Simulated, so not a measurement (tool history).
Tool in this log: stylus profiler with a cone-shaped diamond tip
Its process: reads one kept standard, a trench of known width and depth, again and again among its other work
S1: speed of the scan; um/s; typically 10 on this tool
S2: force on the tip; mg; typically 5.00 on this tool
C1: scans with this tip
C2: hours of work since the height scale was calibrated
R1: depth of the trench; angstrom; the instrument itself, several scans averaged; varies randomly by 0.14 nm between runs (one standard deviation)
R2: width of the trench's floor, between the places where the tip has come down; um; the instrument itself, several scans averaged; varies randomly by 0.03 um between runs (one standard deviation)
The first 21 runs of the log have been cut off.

Run 22, day 58.542: usual settings but S1 31 um/s; C1 23110; C2 569. Result: R1 5091.3 angstrom, R2 15.69 um.
Run 23, day 61.554: usual settings but S1 31 um/s; C1 23522; C2 625. Result: R1 5092.4 angstrom, R2 15.70 um.
Run 24, day 63.642: usual settings but S1 31 um/s; C1 23808; C2 664. Result: R1 5093.5 angstrom, R2 15.64 um.
Run 25, day 66.475: usual settings but S1 31 um/s; C1 24196; C2 717. Result: R1 5099.4 angstrom, R2 15.64 um.
Run 26, day 69.379: usual settings but S1 9 um/s, S2 6.11 mg; C1 24593; C2 771. Result: R1 5107.7 angstrom, R2 15.74 um.
Run 27, day 71.850: usual settings but S1 9 um/s, S2 6.11 mg; C1 24931; C2 817. Result: R1 5109.1 angstrom, R2 15.68 um.
Run 28, day 73.446: usual settings but S1 2 um/s, S2 5.50 mg; C1 25150; C2 847. Result: R1 5100.2 angstrom, R2 15.73 um.
Run 29, day 76.533: usual settings but S1 5 um/s, S2 7.25 mg; C1 25573; C2 904. Result: R1 5119.0 angstrom, R2 15.73 um.
Run 30, day 79.125: usual settings but S1 5 um/s, S2 7.25 mg; C1 25927; C2 952. Result: R1 5121.8 angstrom, R2 15.65 um.
Run 31, day 80.812: usual settings but S1 20 um/s, S2 13.25 mg; C1 26158; C2 984. Result: R1 5178.2 angstrom, R2 15.62 um.
Run 32, day 82.975: usual settings but S1 7 um/s, S2 3.89 mg; C1 26454; C2 1024. Result: R1 5085.4 angstrom, R2 15.64 um.
Run 33, day 85.138: usual settings but S1 4 um/s, S2 3.63 mg; C1 26750; C2 1064. Result: R1 5080.9 angstrom, R2 15.64 um.
Run 34, day 87.288: usual settings but S1 20 um/s, S2 10.07 mg; C1 27045; C2 1104. Result: R1 5151.5 angstrom, R2 15.60 um.
Run 35, day 89.229: usual settings but S1 20 um/s, S2 2.43 mg; C1 27310; C2 1140. Result: R1 5064.1 angstrom, R2 15.54 um.
Run 36, day 92.571: usual settings but S2 8.31 mg; C1 27768; C2 1203. Result: R1 5134.8 angstrom, R2 15.55 um.
Run 37, day 94.062: usual settings but S2 8.31 mg; C1 27972; C2 1230. Result: R1 5134.4 angstrom, R2 15.57 um.
At day 94.729: height scale calibrated on a step standard.
Run 38, day 97.550: usual settings but S1 25 um/s, S2 11.11 mg; C1 28446; C2 52. Result: R1 5149.0 angstrom, R2 15.51 um.
Run 39, day 100.838: usual settings but S1 25 um/s, S2 11.11 mg; C1 28896; C2 114. Result: R1 5150.7 angstrom, R2 15.50 um.
At day 102.792: new tip fitted, height scale calibrated.
Run 40, day 104.271: usual settings but S1 9 um/s, S2 2.13 mg; C1 202; C2 27. Result: R1 5050.7 angstrom, R2 16.88 um.
Run 41, day 107.125: usual settings but S1 9 um/s, S2 2.13 mg; C1 593; C2 81. Result: R1 5049.4 angstrom, R2 16.90 um.
Run 42, day 108.967: usual settings but S1 3 um/s; C1 845; C2 115. Result: R1 5090.3 angstrom, R2 16.89 um.
Run 43, day 110.954: usual settings but S1 30 um/s, S2 3.01 mg; C1 1117; C2 152. Result: R1 5065.9 angstrom, R2 16.75 um.
Run 44, day 113.204: usual settings but S1 13 um/s, S2 2.42 mg; C1 1425; C2 194. Result: R1 5054.5 angstrom, R2 16.79 um.
Run 45, day 115.829: usual settings but S1 22 um/s, S2 12.94 mg; C1 1784; C2 243. Result: R1 5168.7 angstrom, R2 16.89 um.

5 ways to go on from here, each from the tool as it stands after run 45. What would each give?
Run A, day 119.238: usual settings but S1 4 um/s, S2 4.50 mg; C1 2250; C2 306. Result: R1 ?, R2 ?.
Run B, day 119.238: usual settings but S1 24 um/s, S2 3.22 mg; C1 2250; C2 306. Result: R1 ?, R2 ?.
Run C, day 119.238: usual settings but S1 7 um/s, S2 1.71 mg; C1 2250; C2 306. Result: R1 ?, R2 ?.
Run D, day 119.238: usual settings but S1 18 um/s, S2 12.94 mg; C1 2250; C2 306. Result: R1 ?, R2 ?.
Run E, day 119.238: usual settings but S1 5 um/s, S2 2.60 mg; C1 2250; C2 306. Result: R1 ?, R2 ?.

run      R1     R2
  A  5087.3  16.86
  B  5069.3  16.74
  C  5047.1  16.81
  D  5169.3  16.79
  E  5061.8  16.89
Without the tool's hidden state the same runs would have given:
run      R1     R2
  A  5083.1  17.01
  B  5065.2  16.88
  C  5042.9  16.95
  D  5165.0  16.93
  E  5057.6  17.03

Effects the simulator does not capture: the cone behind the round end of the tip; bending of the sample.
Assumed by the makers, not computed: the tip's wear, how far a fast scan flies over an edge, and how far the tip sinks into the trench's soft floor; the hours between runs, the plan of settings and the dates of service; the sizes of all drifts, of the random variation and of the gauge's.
